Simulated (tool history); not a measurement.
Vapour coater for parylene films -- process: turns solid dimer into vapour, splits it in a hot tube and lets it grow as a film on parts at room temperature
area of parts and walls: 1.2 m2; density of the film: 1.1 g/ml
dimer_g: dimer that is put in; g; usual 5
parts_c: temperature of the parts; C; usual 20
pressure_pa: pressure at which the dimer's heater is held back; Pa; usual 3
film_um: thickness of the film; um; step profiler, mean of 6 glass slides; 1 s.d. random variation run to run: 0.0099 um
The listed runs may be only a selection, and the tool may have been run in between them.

| run | day | dimer_g | parts_c | pressure_pa | film_um |
|---|---|---|---|---|---|
| 1 | 0 | 5 | 20 | 3 | 2.674 |
| 2 | 1.046 | 5 | 20 | 3 | 2.643 |
| 3 | 1.892 | 5 | 16 | 3 | 3.119 |
| 4 | 2.988 | 5 | 16 | 3 | 3.12 |
| 5 | 3.729 | 5 | 16 | 3 | 3.102 |
| 6 | 4.992 | 5 | 12 | 3 | 3.629 |
| 7 | 5.938 | 5 | 12 | 3 | 3.612 |
| 8 | 7.15 | 5 | 23 | 7.47 | 1.867 |
| 9 | 7.862 | 8 | 18 | 3 | 4.533 |
| 10 | 9.05 | 8 | 18 | 3 | 4.494 |
| 11 | 10.125 | 8 | 17 | 3 | 4.692 |

Hidden state or all else? Some run-to-run changes of film_um, split into what the settings, what came in and random variation would give without the hidden state, and what is left for the hidden state (with any gauge scatter that isn't in both results):
The tool's hidden condition here consists of: vapour lost through the trap's worn valve, %; true temperature of the parts over the reading, C; drift of the gauge itself on film_um, %.
Run 8 -> 9: dimer_g 5 -> 8, parts_c 23 -> 18, pressure_pa 7.47 -> 3. film_um +2.666 um: hidden state -0.1, all else +2.766.

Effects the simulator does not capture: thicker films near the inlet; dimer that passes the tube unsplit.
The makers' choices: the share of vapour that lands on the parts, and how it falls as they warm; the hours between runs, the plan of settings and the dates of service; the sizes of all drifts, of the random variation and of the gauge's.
